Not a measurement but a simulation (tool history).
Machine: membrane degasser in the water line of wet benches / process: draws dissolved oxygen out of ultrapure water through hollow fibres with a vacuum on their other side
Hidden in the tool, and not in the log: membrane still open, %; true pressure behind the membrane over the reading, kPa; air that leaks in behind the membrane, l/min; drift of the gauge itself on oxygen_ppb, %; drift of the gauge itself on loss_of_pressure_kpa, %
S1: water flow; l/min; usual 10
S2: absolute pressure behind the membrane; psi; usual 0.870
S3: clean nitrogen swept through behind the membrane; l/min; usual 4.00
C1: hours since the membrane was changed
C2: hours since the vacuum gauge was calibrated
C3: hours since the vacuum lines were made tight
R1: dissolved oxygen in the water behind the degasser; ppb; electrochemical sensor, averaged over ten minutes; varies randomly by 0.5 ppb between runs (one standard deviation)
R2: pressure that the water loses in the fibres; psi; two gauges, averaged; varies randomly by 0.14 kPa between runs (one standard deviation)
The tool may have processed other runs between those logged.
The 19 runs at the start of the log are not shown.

Run 20, hour 2104.7: usual settings but S1 7 l/min, S2 1.830 psi, S3 1.90 l/min; C1 6128; C2 3405; C3 2996. Result: R1 89.7 ppb, R2 2.616 psi.
Run 21, hour 2218.9: usual settings but S1 7 l/min, S2 1.830 psi, S3 1.90 l/min; C1 6242; C2 3520; C3 3110. Result: R1 91.0 ppb, R2 2.601 psi.
Run 22, hour 2312.5: usual settings but S1 8 l/min, S2 1.830 psi, S3 5.61 l/min; C1 6336; C2 3613; C3 3204. Result: R1 44.2 ppb, R2 3.007 psi.
Run 23, hour 2456.8: usual settings but S1 8 l/min, S2 1.830 psi, S3 5.61 l/min; C1 6480; C2 3758; C3 3348. Result: R1 43.0 ppb, R2 2.953 psi.
Run 24, hour 2545.9: usual settings but S2 1.461 psi, S3 5.42 l/min; C1 6569; C2 3847; C3 3437. Result: R1 54.8 ppb, R2 3.723 psi.
At hour 2599.1: seals of the vacuum lines changed.
Run 25, hour 2696.6: usual settings but S3 4.29 l/min; C1 6718; C2 3995; C3 97. Result: R1 39.3 ppb, R2 3.710 psi.
Run 26, hour 2801.2: usual settings but S3 4.29 l/min; C1 6822; C2 4100; C3 202. Result: R1 39.1 ppb, R2 3.712 psi.
Run 27, hour 2949.3: usual settings but S1 7 l/min, S2 1.872 psi, S3 2.93 l/min; C1 6970; C2 4248; C3 350. Result: R1 63.2 ppb, R2 2.618 psi.
Run 28, hour 3088.5: usual settings but S2 1.600 psi; C1 7110; C2 4387; C3 489. Result: R1 71.2 ppb, R2 3.704 psi.
Run 29, hour 3174.6: usual settings but S1 9 l/min, S2 1.999 psi, S3 1.88 l/min; C1 7196; C2 4473; C3 575. Result: R1 138.3 ppb, R2 3.307 psi.
At hour 3197.0: gauge calibrated.
Run 30, hour 3331.2: usual settings but S1 9 l/min, S2 0.841 psi, S3 7.00 l/min; C1 7352; C2 4630; C3 732. Result: R1 24.0 ppb, R2 3.434 psi.
Run 31, hour 3419.7: usual settings but S1 9 l/min, S3 1.63 l/min; C1 7441; C2 4719; C3 821. Result: R1 53.5 ppb, R2 3.430 psi.

Alternative continuations, all from the tool just after run 31; predict every row:
Run A, hour 3555.6: usual settings but S1 12 l/min, S2 1.027 psi, S3 8.82 l/min; C1 7577; C2 4854; C3 957. Result: R1 ?, R2 ?.
Run B, hour 3555.6: usual settings but S3 1.63 l/min; C1 7577; C2 4854; C3 957. Result: R1 ?, R2 ?.
Run C, hour 3555.6: usual settings but S1 6 l/min, S2 1.658 psi; C1 7577; C2 4854; C3 957. Result: R1 ?, R2 ?.
Run D, hour 3555.6: usual settings but S1 12 l/min; C1 7577; C2 4854; C3 957. Result: R1 ?, R2 ?.

run    R1     R2
  A  55.8  4.576
  B  64.0  3.803
  C  34.2  2.280
  D  63.8  4.580
With no hidden state in the tool, these same runs would have given:
run    R1     R2
  A  55.5  4.588
  B  63.8  3.812
  C  34.1  2.284
  D  63.5  4.592
